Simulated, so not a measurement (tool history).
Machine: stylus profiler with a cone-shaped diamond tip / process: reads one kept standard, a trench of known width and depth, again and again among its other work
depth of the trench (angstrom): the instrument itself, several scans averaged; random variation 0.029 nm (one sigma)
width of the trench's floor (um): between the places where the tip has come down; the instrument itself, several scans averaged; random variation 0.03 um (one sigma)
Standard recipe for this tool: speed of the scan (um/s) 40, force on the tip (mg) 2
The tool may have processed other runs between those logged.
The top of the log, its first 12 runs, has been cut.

run	hour	speed of the scan (um/s)	force on the tip (mg)	depth of the trench (angstrom)	width of the trench's floor (um)
13	235.8	40	1.69	2019.3	27.16
14	262.7	40	1.69	2018.9	27.12
15	288.2	40	1.69	2018.7	27.06
# hour 290.3: height scale calibrated on a step standard
16	309.3	40	1.69	2017.7	27.15
17	330.2	40	2	2020.3	27.13
18	357.1	40	2	2020	27.14
19	370	40	2	2020.4	27.15
20	389.2	67	2.64	2025.4	27.07
21	407.9	67	2.64	2025.2	26.96
22	425.8	79	2	2019.8	26.86
# hour 441.5: height scale calibrated on a step standard, once more
23	445.6	10	5.02	2044.9	27.22
24	468.4	46	5.02	2045	27.13
25	496.8	83	5.02	2044.7	26.99
26	524.4	74	2.91	2030.5	26.93
27	543.3	40	2.91	2030.7	27.04
28	560.7	40	2.91	2030.3	27.08
29	575.3	24	0.74	2011.8	27.12
30	590	22	1.12	2015.9	27.12
31	610.2	21	1.52	2019.8	27.14
32	636.9	21	1.52	2019.3	27.15
33	653.2	21	1.52	2019.3	27.1
34	664.9	21	1.52	2019.1	27.07
35	682.9	42	0.77	2012	26.82
36	700.8	40	4.31	2039.7	27.05
37	715.3	21	1.77	2021.4	27.07

Branching from run 37: 4 alternative next runs. What would each branch give?
A	728.8	21	1.91	?	?
B	728.8	53	2	?	?
C	728.8	40	1.42	?	?
D	728.8	152	1.94	?	?

run	depth of the trench (angstrom)	width of the trench's floor (um)
A	2022.9	27.07
B	2023.3	26.86
C	2018.1	26.95
D	2022.8	26.27
The same runs, with their run-to-run variation unchanged, on a tool lacking any hidden condition would have given:
run	depth of the trench (angstrom)	width of the trench's floor (um)
A	2023.9	27.89
B	2024.2	27.69
C	2019.1	27.77
D	2023.7	27.1
